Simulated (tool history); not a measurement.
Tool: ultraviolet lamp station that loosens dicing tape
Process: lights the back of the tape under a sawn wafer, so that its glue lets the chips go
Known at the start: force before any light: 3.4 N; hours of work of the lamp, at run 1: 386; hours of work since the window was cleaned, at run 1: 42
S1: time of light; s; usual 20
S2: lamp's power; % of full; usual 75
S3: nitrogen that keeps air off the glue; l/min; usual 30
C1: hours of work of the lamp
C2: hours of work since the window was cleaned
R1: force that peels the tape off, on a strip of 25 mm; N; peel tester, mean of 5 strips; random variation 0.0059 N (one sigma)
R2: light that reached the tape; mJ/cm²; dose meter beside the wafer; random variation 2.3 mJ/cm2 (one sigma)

{"run": 1, "hour": 0.0, "S1": 20, "S2": 75, "S3": 30, "C1": 386, "C2": 42, "R1": 0.298, "R2": 170}
{"run": 2, "hour": 54.3, "S1": 20, "S2": 75, "S3": 30, "C1": 420, "C2": 77, "R1": 0.326, "R2": 161}
{"run": 3, "hour": 104.1, "S1": 20, "S2": 75, "S3": 12, "C1": 452, "C2": 108, "R1": 0.642, "R2": 162}
{"run": 4, "hour": 136.2, "S1": 20, "S2": 75, "S3": 12, "C1": 472, "C2": 129, "R1": 0.671, "R2": 155}
{"run": 5, "hour": 160.1, "S1": 20, "S2": 75, "S3": 12, "C1": 487, "C2": 144, "R1": 0.695, "R2": 153}
{"run": 6, "hour": 190.3, "S1": 20, "S2": 75, "S3": 12, "C1": 506, "C2": 163, "R1": 0.727, "R2": 143}
{"run": 7, "hour": 227.4, "S1": 20, "S2": 75, "S3": 12, "C1": 530, "C2": 187, "R1": 0.745, "R2": 141}
{"run": 8, "hour": 270.8, "S1": 20, "S2": 75, "S3": 12, "C1": 558, "C2": 214, "R1": 0.809, "R2": 136}
{"hour": 288.0, "done": "window cleaned of glue's vapour"}
{"run": 9, "hour": 295.2, "S1": 31, "S2": 92, "S3": 36, "C1": 573, "C2": 5, "R1": 0.113, "R2": 284}
{"run": 10, "hour": 329.5, "S1": 31, "S2": 92, "S3": 36, "C1": 595, "C2": 26, "R1": 0.113, "R2": 273}
{"hour": 357.6, "done": "lamp changed"}
{"run": 11, "hour": 357.6, "S1": 34, "S2": 67, "S3": 30, "C1": 0, "C2": 44, "R1": 0.093, "R2": 353}
{"run": 12, "hour": 393.2, "S1": 34, "S2": 67, "S3": 30, "C1": 23, "C2": 66, "R1": 0.082, "R2": 339}
{"run": 13, "hour": 450.2, "S1": 34, "S2": 67, "S3": 30, "C1": 59, "C2": 102, "R1": 0.096, "R2": 331}
{"run": 14, "hour": 488.5, "S1": 34, "S2": 67, "S3": 44, "C1": 83, "C2": 127, "R1": 0.089, "R2": 318}
{"run": 15, "hour": 520.4, "S1": 20, "S2": 74, "S3": 30, "C1": 103, "C2": 147, "R1": 0.222, "R2": 204}

Measured less the same run without the tool's hidden state. The same run-to-run variation is in both; the gauge's scatter may not be:
The hidden state here: lamp's light, % of a new lamp's; light that the window lets through, % of a clean one's; drift of the gauge itself on peel_n, %; drift of the gauge itself on dose_mj_cm2, %.
run=1 R1=+0.149 R2=-69
run=2 R1=+0.179 R2=-77
run=3 R1=+0.345 R2=-84
run=4 R1=+0.373 R2=-88
run=5 R1=+0.395 R2=-91
run=6 R1=+0.435 R2=-96
run=7 R1=+0.452 R2=-101
run=8 R1=+0.514 R2=-108
run=9 R1=+0.03 R2=-173
run=10 R1=+0.034 R2=-181
run=11 R1=+0.003 R2=-14
run=12 R1=+0.005 R2=-22
run=13 R1=+0.009 R2=-38
run=14 R1=+0.008 R2=-48
run=15 R1=+0.064 R2=-36
